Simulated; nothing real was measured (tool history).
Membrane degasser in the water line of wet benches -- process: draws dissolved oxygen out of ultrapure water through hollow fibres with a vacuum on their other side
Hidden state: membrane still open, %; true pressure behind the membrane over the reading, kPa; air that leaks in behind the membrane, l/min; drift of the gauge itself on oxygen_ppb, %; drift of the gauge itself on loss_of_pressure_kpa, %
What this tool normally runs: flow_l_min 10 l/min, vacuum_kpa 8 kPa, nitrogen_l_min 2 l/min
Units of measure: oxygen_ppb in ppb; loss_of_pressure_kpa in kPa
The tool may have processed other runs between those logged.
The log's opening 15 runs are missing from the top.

run,hour,flow_l_min,vacuum_kpa,nitrogen_l_min,hours since the membrane was changed,hours since the vacuum gauge was calibrated,hours since the vacuum lines were made tight,oxygen_ppb,loss_of_pressure_kpa
16,2819,10,13.64,2,11079,3268,7415,144.7,51.3
17,2988.2,10,13.64,2,11248,3437,7584,144.5,51.75
18,3150.9,11,16.13,1.46,11411,3600,7747,261.3,56.65
19,3330.1,9,6.27,0.86,11590,3779,7926,91.8,46.65
20,3490,10,9.23,2,11750,3939,8086,89.6,51.94
21,3634.6,10,7.05,2,11894,4083,8231,63.6,51.85
# hour 3647: vacuum gauge calibrated
22,3783.3,11,7.05,2,12043,136,8379,78.9,57.29
23,3997.1,7,6.21,2.67,12256,350,8592,25.7,36.44
24,4237.5,7,6.21,2.67,12497,591,8833,25.5,36.28
25,4382.1,7,6.21,2.67,12641,735,8977,25.8,36.56
26,4507.4,8,6.21,1.32,12767,860,9103,57.3,41.76
# hour 4597.2: vacuum gauge calibrated, once more
27,4748.8,8,6.21,1.32,13008,152,9344,51.3,42.33
28,4879.9,6,6.91,2,13139,283,9475,31.5,31.73
29,5069.2,6,8.59,2,13328,472,9664,45.8,31.23
30,5303.1,6,8.59,2,13562,706,9898,44.8,31.42
31,5444.9,7,8.94,2.58,13704,848,10040,44.9,36.84
32,5605.9,9,5.01,1.13,13865,1009,10201,47.1,47.5

Here are 3 independent what-if runs from the current tool condition. What would each one return?
A,5739.5,9,5.01,1,13998,1142,10334,?,?
B,5739.5,7,8,2,13998,1142,10334,?,?
C,5739.5,10,8,0.83,13998,1142,10334,?,?

run,oxygen_ppb,loss_of_pressure_kpa
A,52.5,47.55
B,47.6,36.6
C,156.4,52.72
Take away the tool's hidden state, keep each run's random variation, and the runs would have read:
run,oxygen_ppb,loss_of_pressure_kpa
A,43.4,42.82
B,41.8,32.94
C,140.4,47.47

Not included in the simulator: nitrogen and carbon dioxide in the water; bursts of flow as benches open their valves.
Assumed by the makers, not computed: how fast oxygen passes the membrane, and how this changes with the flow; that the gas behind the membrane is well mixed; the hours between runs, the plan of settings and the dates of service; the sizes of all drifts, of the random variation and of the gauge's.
